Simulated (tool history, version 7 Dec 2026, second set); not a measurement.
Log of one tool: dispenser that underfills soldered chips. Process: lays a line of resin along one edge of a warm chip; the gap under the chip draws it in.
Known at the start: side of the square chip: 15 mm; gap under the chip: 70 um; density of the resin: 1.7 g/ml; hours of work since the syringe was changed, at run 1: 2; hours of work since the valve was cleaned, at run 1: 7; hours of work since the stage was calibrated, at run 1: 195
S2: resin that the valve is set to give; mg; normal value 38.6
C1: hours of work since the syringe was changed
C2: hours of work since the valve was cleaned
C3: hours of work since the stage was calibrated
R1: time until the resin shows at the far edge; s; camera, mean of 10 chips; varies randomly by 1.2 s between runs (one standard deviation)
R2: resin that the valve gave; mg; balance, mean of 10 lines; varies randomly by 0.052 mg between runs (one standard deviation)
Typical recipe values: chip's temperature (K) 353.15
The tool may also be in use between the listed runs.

Run 1, hour 0.0: usual settings; C1 2; C2 7; C3 195. Result: R1 119.2 s, R2 38.49 mg.
Run 2, hour 7.7: usual settings; C1 7; C2 12; C3 200. Result: R1 150.2 s, R2 38.39 mg.
Run 3, hour 12.5: usual settings but S2 45.2 mg; C1 10; C2 16; C3 203. Result: R1 168.4 s, R2 44.79 mg.
At hour 14.5: new syringe of resin.
Run 4, hour 17.8: usual settings but S2 45.2 mg; C1 2; C2 19; C3 207. Result: R1 120.5 s, R2 44.67 mg.
Run 5, hour 22.2: usual settings; C1 5; C2 22; C3 210. Result: R1 141.8 s, R2 38.12 mg.
Run 6, hour 27.7: usual settings; C1 9; C2 25; C3 213. Result: R1 161.8 s, R2 38.13 mg.
At hour 32.2: new syringe of resin.
Run 7, hour 34.9: usual settings; C1 2; C2 30; C3 218. Result: R1 116.2 s, R2 38.02 mg.
Run 8, hour 41.5: usual settings; C1 6; C2 34; C3 222. Result: R1 144.7 s, R2 37.89 mg.
Run 9, hour 48.1: usual settings; C1 10; C2 39; C3 227. Result: R1 173.9 s, R2 37.86 mg.
At hour 49.5: new syringe of resin.
Run 10, hour 55.6: usual settings but S2 35.7 mg; C1 4; C2 43; C3 231. Result: R1 134.3 s, R2 34.88 mg.
Run 11, hour 60.0: usual settings but S2 35.7 mg; C1 7; C2 46; C3 234. Result: R1 153.9 s, R2 34.85 mg.
Run 12, hour 66.2: usual settings but S2 36.2 mg; C1 11; C2 50; C3 238. Result: R1 182.3 s, R2 35.19 mg.
At hour 67.1: new syringe of resin.
At hour 71.8: dispensing valve cleaned and set on the balance.
Run 13, hour 72.1: usual settings but S2 36.2 mg; C1 3; C2 0; C3 241. Result: R1 122.3 s, R2 36.14 mg.
Run 14, hour 76.1: usual settings but S2 36.2 mg; C1 5; C2 3; C3 244. Result: R1 138.2 s, R2 36.17 mg.
Run 15, hour 81.7: usual settings but S2 36.2 mg; C1 9; C2 7; C3 248. Result: R1 164.0 s, R2 36.04 mg.
At hour 85.4: new syringe of resin.
Run 16, hour 88.1: usual settings but S2 42.3 mg; C1 2; C2 11; C3 252. Result: R1 116.5 s, R2 42.01 mg.
Run 17, hour 92.4: usual settings but S2 42.3 mg; C1 5; C2 13; C3 254. Result: R1 133.8 s, R2 41.98 mg.
Run 18, hour 98.2: usual settings but chip's temperature (K) 364.15; C1 8; C2 17; C3 258. Result: R1 117.2 s, R2 38.27 mg.
At hour 102.8: new syringe of resin.
Run 19, hour 106.2: usual settings but chip's temperature (K) 347.15; C1 2; C2 22; C3 263. Result: R1 147.5 s, R2 38.23 mg.
Run 20, hour 114.1: usual settings but chip's temperature (K) 358.15, S2 34.3 mg; C1 8; C2 28; C3 269. Result: R1 138.0 s, R2 33.79 mg.
Run 21, hour 118.2: usual settings but chip's temperature (K) 358.15, S2 34.3 mg; C1 10; C2 30; C3 271. Result: R1 155.4 s, R2 33.70 mg.
At hour 120.3: new syringe of resin.
Run 22, hour 123.2: usual settings but chip's temperature (K) 362.15, S2 38.5 mg; C1 2; C2 33; C3 274. Result: R1 91.3 s, R2 37.84 mg.
Run 23, hour 130.7: usual settings but S2 48.1 mg; C1 7; C2 38; C3 279. Result: R1 146.4 s, R2 47.07 mg.
Run 24, hour 135.3: usual settings but chip's temperature (K) 341.15, S2 41.9 mg; C1 10; C2 41; C3 282. Result: R1 244.4 s, R2 40.85 mg.
At hour 137.5: new syringe of resin.
Run 25, hour 142.2: usual settings but chip's temperature (K) 363.15, S2 44.4 mg; C1 3; C2 46; C3 287. Result: R1 91.0 s, R2 43.28 mg.
Run 26, hour 150.3: usual settings but S2 35.9 mg; C1 8; C2 51; C3 292. Result: R1 161.4 s, R2 35.06 mg.
At hour 154.8: dispensing valve cleaned and set on the balance.
At hour 155.8: new syringe of resin.
Run 27, hour 157.2: usual settings but S2 35.9 mg; C1 1; C2 1; C3 296. Result: R1 115.7 s, R2 35.95 mg.
Run 28, hour 165.1: usual settings but chip's temperature (K) 362.15; C1 6; C2 7; C3 301. Result: R1 113.6 s, R2 38.49 mg.
Run 29, hour 171.9: usual settings but chip's temperature (K) 357.15; C1 11; C2 11; C3 305. Result: R1 156.0 s, R2 38.49 mg.
At hour 173.0: new syringe of resin.
Run 30, hour 180.2: usual settings but chip's temperature (K) 357.15; C1 5; C2 16; C3 311. Result: R1 115.5 s, R2 38.31 mg.
Run 31, hour 185.8: usual settings but chip's temperature (K) 357.15; C1 8; C2 20; C3 314. Result: R1 138.8 s, R2 38.26 mg.
At hour 190.7: new syringe of resin.
Run 32, hour 191.9: usual settings but chip's temperature (K) 349.15, S2 46.3 mg; C1 1; C2 24; C3 318. Result: R1 123.5 s, R2 45.81 mg.
Run 33, hour 197.5: usual settings but chip's temperature (K) 349.15, S2 44.3 mg; C1 4; C2 28; C3 322. Result: R1 145.1 s, R2 43.75 mg.
Run 34, hour 203.9: usual settings but chip's temperature (K) 357.15, S2 33.4 mg; C1 9; C2 32; C3 326. Result: R1 146.6 s, R2 32.95 mg.
At hour 208.2: new syringe of resin.
Run 35, hour 208.3: usual settings but chip's temperature (K) 346.15, S2 47.1 mg; C1 0; C2 34; C3 329. Result: R1 127.3 s, R2 46.33 mg.
Run 36, hour 214.3: usual settings but chip's temperature (K) 356.15, S2 35.7 mg; C1 4; C2 38; C3 333. Result: R1 119.2 s, R2 35.04 mg.

The logged runs with the hidden state left out (each run's random variation unchanged):
The tool's hidden condition here consists of: resin's viscosity, % of fresh resin's; dose that the valve gives, % of what is set; true chip temperature over the reading, C; drift of the gauge itself on fill_s, %; drift of the gauge itself on given_mg, %.
run     R1     R2
  1  114.3  38.68
  2  114.2  38.68
  3  111.3  45.19
  4  112.0  45.14
  5  115.2  38.58
  6  111.7  38.66
  7  112.2  38.64
  8  114.7  38.59
  9  113.0  38.65
 10  116.8  35.68
 11  117.4  35.70
 12  115.7  36.13
 13  115.8  36.17
 14  116.4  36.25
 15  116.6  36.20
 16  113.2  42.27
 17  114.3  42.30
 18   84.1  38.63
 19  139.1  38.70
 20  102.1  34.29
 21  101.9  34.26
 22   87.2  38.52
 23  112.0  48.05
 24  163.3  41.77
 25   82.6  44.35
 26  114.7  36.03
 27  115.2  35.94
 28   88.8  38.57
 29   99.4  38.66
 30   99.3  38.58
 31  101.1  38.59
 32  127.2  46.30
 33  126.3  44.30
 34  104.6  33.44
 35  136.3  47.08
 36  105.8  35.68
